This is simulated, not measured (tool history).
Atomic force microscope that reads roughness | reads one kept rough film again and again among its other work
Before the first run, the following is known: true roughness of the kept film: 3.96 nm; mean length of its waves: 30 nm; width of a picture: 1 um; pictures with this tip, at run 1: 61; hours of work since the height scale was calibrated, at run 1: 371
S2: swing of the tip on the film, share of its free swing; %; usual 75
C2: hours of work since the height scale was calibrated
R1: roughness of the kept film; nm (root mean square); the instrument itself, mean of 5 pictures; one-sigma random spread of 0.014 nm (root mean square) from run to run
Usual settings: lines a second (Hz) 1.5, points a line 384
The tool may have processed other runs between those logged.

run 1 hour=0 | lines_a_second_(Hz)=1.5 S2=75 points_a_line=384 | pictures_with_this_tip=61 C2=371 | R1=3.156
run 2 hour=20.6 | lines_a_second_(Hz)=1.5 S2=75 points_a_line=384 | pictures_with_this_tip=89 C2=383 | R1=3.098
run 3 hour=36.6 | lines_a_second_(Hz)=1.5 S2=75 points_a_line=384 | pictures_with_this_tip=110 C2=393 | R1=3.056
run 4 hour=54.3 | lines_a_second_(Hz)=1.5 S2=75 points_a_line=384 | pictures_with_this_tip=133 C2=404 | R1=3.019
run 5 hour=66.4 | lines_a_second_(Hz)=1.5 S2=75 points_a_line=384 | pictures_with_this_tip=149 C2=411 | R1=2.98
run 6 hour=87.5 | lines_a_second_(Hz)=1.5 S2=75 points_a_line=307 | pictures_with_this_tip=177 C2=424 | R1=2.895
run 7 hour=109.1 | lines_a_second_(Hz)=1.5 S2=75 points_a_line=384 | pictures_with_this_tip=205 C2=437 | R1=2.837
-- hour=121.9 new tip fitted
run 8 hour=131.4 | lines_a_second_(Hz)=1.5 S2=85 points_a_line=384 | pictures_with_this_tip=12 C2=450 | R1=3.121
run 9 hour=151 | lines_a_second_(Hz)=1.5 S2=85 points_a_line=384 | pictures_with_this_tip=38 C2=462 | R1=3.091
run 10 hour=160.9 | lines_a_second_(Hz)=1.5 S2=64 points_a_line=384 | pictures_with_this_tip=51 C2=468 | R1=3.298
run 11 hour=180.4 | lines_a_second_(Hz)=1.5 S2=64 points_a_line=384 | pictures_with_this_tip=77 C2=479 | R1=3.22
run 12 hour=196.3 | lines_a_second_(Hz)=1.5 S2=64 points_a_line=384 | pictures_with_this_tip=98 C2=489 | R1=3.192
run 13 hour=209.3 | lines_a_second_(Hz)=1.5 S2=73 points_a_line=384 | pictures_with_this_tip=115 C2=497 | R1=3.104
run 14 hour=223.4 | lines_a_second_(Hz)=1.5 S2=75 points_a_line=384 | pictures_with_this_tip=134 C2=505 | R1=2.995
run 15 hour=237.5 | lines_a_second_(Hz)=1.5 S2=75 points_a_line=384 | pictures_with_this_tip=152 C2=514 | R1=2.941
run 16 hour=258.2 | lines_a_second_(Hz)=1.5 S2=75 points_a_line=384 | pictures_with_this_tip=180 C2=526 | R1=2.895
run 17 hour=275.5 | lines_a_second_(Hz)=1.5 S2=75 points_a_line=384 | pictures_with_this_tip=202 C2=537 | R1=2.873
-- hour=289.7 new tip fitted
run 18 hour=292 | lines_a_second_(Hz)=0.85 S2=75 points_a_line=384 | pictures_with_this_tip=3 C2=546 | R1=3.404
run 19 hour=312.2 | lines_a_second_(Hz)=1.72 S2=62 points_a_line=425 | pictures_with_this_tip=30 C2=559 | R1=3.355
run 20 hour=327.5 | lines_a_second_(Hz)=1.93 S2=75 points_a_line=1005 | pictures_with_this_tip=50 C2=568 | R1=3.163
run 21 hour=336.9 | lines_a_second_(Hz)=3.99 S2=63 points_a_line=507 | pictures_with_this_tip=63 C2=573 | R1=3.094
run 22 hour=351.3 | lines_a_second_(Hz)=3.99 S2=63 points_a_line=507 | pictures_with_this_tip=82 C2=582 | R1=3.063
run 23 hour=368.3 | lines_a_second_(Hz)=3.99 S2=63 points_a_line=507 | pictures_with_this_tip=104 C2=592 | R1=3.003
run 24 hour=388.5 | lines_a_second_(Hz)=3.99 S2=63 points_a_line=507 | pictures_with_this_tip=131 C2=604 | R1=2.956
run 25 hour=401.7 | lines_a_second_(Hz)=3.99 S2=63 points_a_line=507 | pictures_with_this_tip=148 C2=612 | R1=2.901
run 26 hour=415.4 | lines_a_second_(Hz)=0.54 S2=75 points_a_line=384 | pictures_with_this_tip=166 C2=621 | R1=3.081
run 27 hour=431.6 | lines_a_second_(Hz)=0.57 S2=67 points_a_line=502 | pictures_with_this_tip=188 C2=630 | R1=3.076
run 28 hour=453.2 | lines_a_second_(Hz)=0.83 S2=64 points_a_line=770 | pictures_with_this_tip=216 C2=643 | R1=3.019
-- hour=457 new tip fitted
run 29 hour=462.9 | lines_a_second_(Hz)=0.83 S2=65 points_a_line=281 | pictures_with_this_tip=8 C2=649 | R1=3.442
run 30 hour=476 | lines_a_second_(Hz)=1.47 S2=68 points_a_line=501 | pictures_with_this_tip=26 C2=657 | R1=3.335
run 31 hour=493.8 | lines_a_second_(Hz)=1.47 S2=68 points_a_line=501 | pictures_with_this_tip=49 C2=668 | R1=3.264
run 32 hour=503.8 | lines_a_second_(Hz)=0.63 S2=69 points_a_line=677 | pictures_with_this_tip=62 C2=674 | R1=3.347
run 33 hour=524 | lines_a_second_(Hz)=3.28 S2=84 points_a_line=384 | pictures_with_this_tip=89 C2=686 | R1=2.643
run 34 hour=545.8 | lines_a_second_(Hz)=2.35 S2=75 points_a_line=759 | pictures_with_this_tip=118 C2=699 | R1=2.909
run 35 hour=567.5 | lines_a_second_(Hz)=3.22 S2=81 points_a_line=759 | pictures_with_this_tip=146 C2=712 | R1=2.598
run 36 hour=584.3 | lines_a_second_(Hz)=3.22 S2=81 points_a_line=759 | pictures_with_this_tip=168 C2=722 | R1=2.581

Difference, measured minus no-hidden-state, one row per run. Run-to-run variation is common to both terms; the gauge's own scatter need not be:
Hidden state at play: radius of the tip, nm; height scale over the true one, %; drift of the gauge itself on roughness_nm, %.
run=1 R1=-0.194
run=2 R1=-0.262
run=3 R1=-0.309
run=4 R1=-0.355
run=5 R1=-0.388
run=6 R1=-0.448
run=7 R1=-0.505
run=8 R1=-0.067
run=9 R1=-0.128
run=10 R1=-0.171
run=11 R1=-0.231
run=12 R1=-0.281
run=13 R1=-0.321
run=14 R1=-0.355
run=15 R1=-0.388
run=16 R1=-0.445
run=17 R1=-0.486
run=18 R1=-0.056
run=19 R1=-0.121
run=20 R1=-0.161
run=21 R1=-0.19
run=22 R1=-0.23
run=23 R1=-0.279
run=24 R1=-0.342
run=25 R1=-0.376
run=26 R1=-0.445
run=27 R1=-0.5
run=28 R1=-0.554
run=29 R1=-0.073
run=30 R1=-0.116
run=31 R1=-0.177
run=32 R1=-0.217
run=33 R1=-0.226
run=34 R1=-0.32
run=35 R1=-0.341
run=36 R1=-0.387
